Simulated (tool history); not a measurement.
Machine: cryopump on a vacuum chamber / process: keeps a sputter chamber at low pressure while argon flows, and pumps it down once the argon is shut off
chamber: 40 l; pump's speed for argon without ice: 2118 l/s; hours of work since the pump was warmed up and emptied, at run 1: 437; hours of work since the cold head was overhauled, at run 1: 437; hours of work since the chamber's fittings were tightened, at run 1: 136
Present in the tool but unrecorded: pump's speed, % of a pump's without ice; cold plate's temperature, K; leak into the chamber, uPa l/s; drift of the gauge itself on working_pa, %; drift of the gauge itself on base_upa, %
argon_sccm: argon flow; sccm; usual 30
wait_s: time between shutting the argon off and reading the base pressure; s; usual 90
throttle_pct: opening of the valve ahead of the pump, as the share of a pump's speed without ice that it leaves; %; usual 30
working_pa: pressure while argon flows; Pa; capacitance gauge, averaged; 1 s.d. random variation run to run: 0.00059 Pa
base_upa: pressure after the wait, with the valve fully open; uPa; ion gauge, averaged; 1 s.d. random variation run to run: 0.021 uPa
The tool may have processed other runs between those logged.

| run | hour | argon_sccm | wait_s | throttle_pct | hours of work since the pump was warmed up and emptied | hours of work since the cold head was overhauled | hours of work since the chamber's fittings were tightened | working_pa | base_upa |
|---|---|---|---|---|---|---|---|---|---|
| 1 | 0 | 30 | 90 | 30 | 437 | 437 | 136 | 0.0894 | 0.62 |
| 2 | 15.8 | 30 | 82 | 30 | 448 | 448 | 147 | 0.0894 | 0.68 |
| 3 | 26.7 | 30 | 82 | 30 | 456 | 456 | 154 | 0.0907 | 0.71 |
| 4 | 38.6 | 30 | 40 | 30 | 464 | 464 | 163 | 0.0905 | 1.03 |
| 5 | 48.5 | 30 | 40 | 30 | 471 | 471 | 169 | 0.0906 | 1.08 |
| 6 | 59.6 | 30 | 90 | 30 | 478 | 478 | 177 | 0.0898 | 0.65 |
| 7 | 76.3 | 30 | 90 | 30 | 490 | 490 | 188 | 0.0906 | 0.68 |
| 8 | 91.6 | 30 | 95 | 30 | 500 | 500 | 199 | 0.0923 | 0.66 |
| 9 | 99.4 | 30 | 95 | 30 | 505 | 505 | 204 | 0.0921 | 0.69 |
| 10 | 109.8 | 30 | 90 | 30 | 513 | 513 | 211 | 0.0903 | 0.75 |
| 11 | 121.2 | 30 | 90 | 30 | 520 | 520 | 219 | 0.0927 | 0.71 |
| 12 | 128.9 | 30 | 90 | 30 | 526 | 526 | 224 | 0.0916 | 0.72 |
| 13 | 136.3 | 30 | 90 | 30 | 531 | 531 | 230 | 0.0921 | 0.69 |
| 14 | 149.2 | 30 | 90 | 30 | 540 | 540 | 238 | 0.0907 | 0.71 |
| 15 | 160.7 | 30 | 90 | 30 | 547 | 547 | 246 | 0.0932 | 0.68 |
| 16 | 174.1 | 53 | 90 | 26 | 557 | 557 | 255 | 0.1868 | 0.74 |
|  | 188.4 | pump warmed up, emptied and cooled again |
| 17 | 192.3 | 39 | 299 | 16 | 3 | 566 | 264 | 0.1955 | 0.35 |
| 18 | 209.1 | 36 | 46 | 16 | 14 | 577 | 276 | 0.1788 | 0.93 |
| 19 | 220.9 | 28 | 50 | 30 | 22 | 585 | 284 | 0.0741 | 0.84 |
| 20 | 237.6 | 26 | 58 | 39 | 34 | 597 | 295 | 0.054 | 0.76 |
| 21 | 251 | 26 | 58 | 39 | 43 | 606 | 305 | 0.0539 | 0.8 |
| 22 | 266.1 | 26 | 58 | 39 | 53 | 616 | 315 | 0.0534 | 0.82 |
| 23 | 278.6 | 26 | 58 | 39 | 62 | 625 | 324 | 0.0541 | 0.8 |
| 24 | 291.2 | 26 | 186 | 32 | 70 | 633 | 332 | 0.0654 | 0.44 |
| 25 | 298.8 | 31 | 90 | 24 | 76 | 639 | 337 | 0.1043 | 0.68 |

Alternative continuations, all from the tool just after run 25; predict every row:
| A | 308.1 | 21 | 20 | 18 | 82 | 645 | 344 | ? | ? |
| B | 308.1 | 42 | 26 | 36 | 82 | 645 | 344 | ? | ? |
| C | 308.1 | 30 | 249 | 30 | 82 | 645 | 344 | ? | ? |
| D | 308.1 | 39 | 260 | 24 | 82 | 645 | 344 | ? | ? |

| run | working_pa | base_upa |
|---|---|---|
| A | 0.0936 | 1.86 |
| B | 0.0951 | 1.49 |
| C | 0.0823 | 0.45 |
| D | 0.1321 | 0.44 |
The same runs, with their run-to-run variation unchanged, on a tool lacking any hidden condition would have given:
| run | working_pa | base_upa |
|---|---|---|
| A | 0.0924 | 1.69 |
| B | 0.0928 | 1.32 |
| C | 0.0807 | 0.29 |
| D | 0.13 | 0.27 |

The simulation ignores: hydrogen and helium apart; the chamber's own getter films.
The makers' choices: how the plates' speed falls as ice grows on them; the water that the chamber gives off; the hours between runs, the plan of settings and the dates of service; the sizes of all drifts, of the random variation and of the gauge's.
